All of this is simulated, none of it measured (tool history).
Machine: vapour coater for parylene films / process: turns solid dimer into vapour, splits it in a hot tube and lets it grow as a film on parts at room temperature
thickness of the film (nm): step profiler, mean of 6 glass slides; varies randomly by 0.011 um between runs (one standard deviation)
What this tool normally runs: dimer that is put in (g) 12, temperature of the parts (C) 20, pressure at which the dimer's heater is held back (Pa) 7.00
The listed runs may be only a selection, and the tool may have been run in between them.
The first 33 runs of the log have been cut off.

run	day	dimer that is put in (g)	temperature of the parts (C)	pressure at which the dimer's heater is held back (Pa)	thickness of the film (nm)
34	54.358	10	30	5.95	1210
35	55.796	10	30	5.95	1210
36	57.692	12	24	7.00	1640
37	58.646	12	20	4.17	1920
38	60.783	13	20	7.00	1990
39	62.821	13	20	7.00	1950
40	64.758	5	24	5.83	700
41	66.042	5	24	5.83	680
42	67.696	5	20	3.13	820
43	68.692	5	20	3.13	800
44	69.783	12	22	7.00	1730
45	71.967	12	22	7.00	1710
46	74.125	12	28	2.72	1600

Below are 4 alternative next runs, each starting from the tool's condition after run 46. Predict each:
A	75.329	10	28	4.44	?
B	75.329	10	28	7.00	?
C	75.329	10	27	2.72	?
D	75.329	12	28	7.61	?

run	thickness of the film (nm)
A	1290
B	1210
C	1370
D	1470
The same runs, with their run-to-run variation unchanged, on a tool lacking any hidden condition would have given:
run	thickness of the film (nm)
A	1320
B	1240
C	1400
D	1510

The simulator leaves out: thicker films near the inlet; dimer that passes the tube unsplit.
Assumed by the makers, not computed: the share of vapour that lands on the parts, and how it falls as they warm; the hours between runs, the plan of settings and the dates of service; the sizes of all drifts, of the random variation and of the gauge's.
